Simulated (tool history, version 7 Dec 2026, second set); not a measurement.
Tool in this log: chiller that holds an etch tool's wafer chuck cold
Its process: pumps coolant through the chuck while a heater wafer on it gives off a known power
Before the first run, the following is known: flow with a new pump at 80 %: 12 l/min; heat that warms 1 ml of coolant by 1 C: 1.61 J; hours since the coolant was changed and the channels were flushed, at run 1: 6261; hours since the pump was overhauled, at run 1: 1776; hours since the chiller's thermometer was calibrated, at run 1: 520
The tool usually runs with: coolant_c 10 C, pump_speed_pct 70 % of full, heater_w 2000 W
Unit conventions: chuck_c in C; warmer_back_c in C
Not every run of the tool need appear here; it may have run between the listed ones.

| run | day | coolant_c | pump_speed_pct | heater_w | hours since the coolant was changed and the channels were flushed | hours since the pump was overhauled | hours since the chiller's thermometer was calibrated | chuck_c | warmer_back_c |
|---|---|---|---|---|---|---|---|---|---|
| 1 | 0.000 | 10 | 70 | 2000 | 6261 | 1776 | 520 | 27.0 | 7.19 |
| 2 | 1.546 | 10 | 70 | 2000 | 6298 | 1813 | 557 | 26.7 | 7.26 |
| 3 | 3.050 | 10 | 70 | 1068 | 6334 | 1849 | 593 | 19.0 | 3.86 |
| 4 | 4.275 | 10 | 70 | 1773 | 6363 | 1878 | 622 | 24.8 | 6.39 |
| 5 | 6.021 | 10 | 70 | 1773 | 6405 | 1920 | 664 | 24.9 | 6.43 |
| 6 | 7.429 | 10 | 70 | 1773 | 6439 | 1954 | 698 | 24.7 | 6.44 |
| 7 | 8.371 | 10 | 70 | 1773 | 6461 | 1977 | 721 | 25.0 | 6.48 |
| 8 | 9.988 | 10 | 70 | 1773 | 6500 | 2016 | 760 | 24.7 | 6.46 |
| 9 | 11.867 | 10 | 70 | 1773 | 6545 | 2061 | 805 | 24.7 | 6.51 |
| 10 | 13.033 | 10 | 69 | 2000 | 6573 | 2089 | 833 | 26.9 | 7.37 |
| 11 | 14.517 | 10 | 70 | 2000 | 6609 | 2124 | 868 | 26.8 | 7.20 |
| 12 | 16.171 | 10 | 70 | 1545 | 6649 | 2164 | 908 | 22.7 | 5.55 |
| 13 | 17.188 | 10 | 70 | 1545 | 6673 | 2188 | 932 | 22.7 | 5.62 |
| 14 | 18.758 | 10 | 70 | 1545 | 6711 | 2226 | 970 | 22.9 | 5.59 |
| 15 | 19.825 | 10 | 70 | 1980 | 6736 | 2252 | 996 | 26.6 | 7.14 |
| 16 | 21.075 | 10 | 70 | 1980 | 6766 | 2282 | 1026 | 26.5 | 7.21 |
| 17 | 22.938 | 7 | 61 | 2000 | 6811 | 2326 | 1070 | 25.8 | 8.39 |
| 18 | 24.738 | 18 | 61 | 1374 | 6854 | 2370 | 1114 | 30.7 | 5.81 |
| 19 | 26.608 | 10 | 63 | 1430 | 6899 | 2414 | 1159 | 22.9 | 5.82 |
| 20 | 27.479 | 4 | 77 | 1848 | 6920 | 2435 | 1179 | 18.5 | 5.97 |
| 21 | 28.312 | 1 | 61 | 1729 | 6940 | 2455 | 1199 | 17.2 | 7.30 |
| 22 | 29.879 | 1 | 61 | 1729 | 6978 | 2493 | 1237 | 17.0 | 7.37 |
| 23 | 31.058 | 1 | 61 | 1729 | 7006 | 2521 | 1265 | 17.1 | 7.32 |
| 24 | 32.046 | 2 | 82 | 1842 | 7030 | 2545 | 1289 | 15.4 | 5.63 |
| 25 | 32.808 | 2 | 98 | 1846 | 7048 | 2563 | 1307 | 13.9 | 4.60 |
| 26 | 33.883 | 1 | 100 | 1846 | 7074 | 2589 | 1333 | 12.7 | 4.45 |
| 27 | 35.104 | 3 | 79 | 1076 | 7103 | 2618 | 1362 | 11.1 | 3.46 |
| 28 | 35.933 | 7 | 79 | 1619 | 7123 | 2638 | 1382 | 19.4 | 5.08 |
| 29 | 37.721 | 4 | 70 | 2000 | 7166 | 2681 | 1425 | 20.7 | 7.21 |

What if the next run were any one of these 4? Each begins from the tool's condition after run 29:
| A | 39.046 | 18 | 70 | 1481 | 7198 | 2713 | 1457 | ? | ? |
| B | 39.046 | 9 | 62 | 2128 | 7198 | 2713 | 1457 | ? | ? |
| C | 39.046 | 4 | 95 | 2000 | 7198 | 2713 | 1457 | ? | ? |
| D | 39.046 | 11 | 89 | 2000 | 7198 | 2713 | 1457 | ? | ? |

| run | chuck_c | warmer_back_c |
|---|---|---|
| A | 30.4 | 5.35 |
| B | 28.6 | 8.83 |
| C | 17.0 | 5.14 |
| D | 24.8 | 5.48 |
Without the tool's unlogged condition, the same runs would have read:
| run | chuck_c | warmer_back_c |
|---|---|---|
| A | 30.4 | 5.34 |
| B | 28.5 | 8.82 |
| C | 16.9 | 5.14 |
| D | 24.8 | 5.47 |

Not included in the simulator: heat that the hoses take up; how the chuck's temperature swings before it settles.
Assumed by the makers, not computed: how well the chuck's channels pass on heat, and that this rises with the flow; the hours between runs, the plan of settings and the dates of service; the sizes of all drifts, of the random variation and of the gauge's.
